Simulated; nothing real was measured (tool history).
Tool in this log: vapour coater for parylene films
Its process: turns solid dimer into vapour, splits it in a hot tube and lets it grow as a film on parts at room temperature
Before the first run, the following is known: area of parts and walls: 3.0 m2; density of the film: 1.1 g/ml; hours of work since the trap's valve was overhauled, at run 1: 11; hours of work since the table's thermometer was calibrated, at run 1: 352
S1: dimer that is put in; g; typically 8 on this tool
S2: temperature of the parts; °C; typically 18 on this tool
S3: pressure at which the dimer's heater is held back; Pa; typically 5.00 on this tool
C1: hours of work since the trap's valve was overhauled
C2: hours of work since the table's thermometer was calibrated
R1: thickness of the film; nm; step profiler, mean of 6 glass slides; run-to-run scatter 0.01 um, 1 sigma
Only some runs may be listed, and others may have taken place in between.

run   hour  S1  S2    S3   C1   C2    R1
  1    0.0   8  18  5.00   11  352  1130
  2   14.3   8  18  5.00   18  359  1110
  3   31.0   8  18  5.00   26  367  1130
  4   46.4   8  18  9.33   34  375  1060
  5   54.8   8  18  9.33   38  379  1050
  6   65.8   8  18  9.33   43  384  1080
  7   82.5   8  18  9.33   51  392  1040
  8   92.1   8  18  9.33   56  397  1040
  9  102.1   7  18  5.00   61  402   980
 10  119.0   7  18  5.00   69  410   950
 11  136.6   8  18  8.68   78  419  1070
 12  153.5   8  18  8.68   86  427  1070
 13  162.9   8  18  8.68   91  432  1060
 14  179.5   8  18  8.68   99  440  1060
 15  194.8   8  18  2.88  106  447  1140
 16  207.1   5  18  4.95  112  453   680
 17  221.9   8  16  5.00  119  460  1210
 18  230.3   7  20  5.00  123  465   880
 19  239.7   7  20  5.00  128  469   880
 20  258.7   8  19  2.01  137  478  1130
 21  274.9   8  18  3.19  145  486  1140
 22  284.6   7  18  5.56  150  491   950
 23  294.1   7  18  5.56  155  496   940
 24  308.1   5  18  5.00  161  503   680
 25  327.3   5  18  5.00  171  512   660
 26  346.2   4  18  4.09  180  521   540
 27  360.3   7  26  5.94  187  528   650
 28  372.4   7  26  5.94  193  534   650
 29  390.9   9  24  2.93  202  543   950

Below are 3 alternative next runs, each starting from the tool's condition after run 29. Predict each:
  A  400.5   8  21  3.45  207  548   ?
  B  400.5   8  15  5.00  207  548   ?
  C  400.5  12  27  3.92  207  548   ?

run    R1
  A   960
  B  1230
  C  1110
Stripped of hidden state, with their random variation kept, the same runs would have yielded:
run    R1
  A  1020
  B  1300
  C  1180

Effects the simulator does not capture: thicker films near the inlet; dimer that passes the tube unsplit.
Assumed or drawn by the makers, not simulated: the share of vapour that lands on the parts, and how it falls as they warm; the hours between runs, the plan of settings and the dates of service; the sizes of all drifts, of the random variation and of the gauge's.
